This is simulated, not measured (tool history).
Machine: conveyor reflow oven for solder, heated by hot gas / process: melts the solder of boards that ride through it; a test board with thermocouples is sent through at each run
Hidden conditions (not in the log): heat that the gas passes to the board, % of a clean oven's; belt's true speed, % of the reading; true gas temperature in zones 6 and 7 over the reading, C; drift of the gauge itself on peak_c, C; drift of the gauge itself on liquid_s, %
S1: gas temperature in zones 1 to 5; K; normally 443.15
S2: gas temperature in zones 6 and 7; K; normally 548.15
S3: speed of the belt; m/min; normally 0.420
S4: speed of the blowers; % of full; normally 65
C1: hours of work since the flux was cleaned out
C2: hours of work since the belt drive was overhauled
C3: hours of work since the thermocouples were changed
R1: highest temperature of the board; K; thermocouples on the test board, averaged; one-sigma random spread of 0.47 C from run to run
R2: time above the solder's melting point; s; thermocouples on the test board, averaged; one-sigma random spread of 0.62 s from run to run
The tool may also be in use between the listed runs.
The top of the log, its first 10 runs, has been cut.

run	day	S1	S2	S3	S4	C1	C2	C3	R1	R2
11	2.904	443.15	546.15	0.420	53	285	189	62	519.95	74.2
12	3.288	443.15	546.15	0.420	53	291	195	68	519.25	73.4
13	3.675	443.15	546.15	0.420	53	296	201	74	519.55	73.2
# day 4.058: flux residue cleaned out of gas plates and filters
14	4.125	443.15	546.15	0.420	53	1	205	78	522.75	77.3
15	4.529	443.15	548.15	0.438	65	7	211	84	527.35	80.6
16	4.742	443.15	548.15	0.438	65	10	214	87	526.95	81.3
17	5.054	446.15	563.15	0.438	62	15	219	92	539.45	93.1
18	5.267	443.15	558.15	0.420	75	18	222	95	541.35	97.1
19	5.650	444.15	553.15	0.385	75	24	228	101	539.55	106.5
20	6.088	445.15	552.15	0.420	61	31	234	107	531.05	89.1
21	6.479	445.15	552.15	0.420	61	37	240	113	530.75	88.5
22	6.846	455.15	552.15	0.458	63	42	246	119	530.05	85.5
23	7.033	455.15	552.15	0.463	63	45	248	121	529.45	84.4
24	7.246	455.15	552.15	0.463	63	48	252	125	529.25	83.5
25	7.554	455.15	550.15	0.463	65	53	256	129	528.85	82.8
26	7.892	443.15	548.15	0.386	89	58	261	134	536.35	104.5
27	8.308	456.15	557.15	0.352	65	64	268	141	543.65	127.7
28	8.712	456.15	557.15	0.352	65	70	274	147	543.85	126.1
29	9.117	432.15	548.15	0.481	65	76	280	153	520.25	60.1
30	9.362	432.15	536.15	0.390	65	80	284	157	517.85	74.1
31	9.575	445.15	548.15	0.373	65	83	287	160	532.15	102.8
32	9.875	450.15	548.15	0.479	78	88	291	164	528.85	78.3

Forecast each of these 3 alternatives for the next run:
A	10.054	443.15	548.15	0.458	65	91	294	167	?	?
B	10.054	443.15	548.15	0.420	73	91	294	167	?	?
C	10.054	449.15	548.15	0.420	65	91	294	167	?	?

run	R1	R2
A	524.15	74.5
B	530.25	88.3
C	528.65	89.8
Without the tool's unlogged condition, the same runs would have read:
run	R1	R2
A	525.35	75.6
B	531.45	89.2
C	529.75	90.6
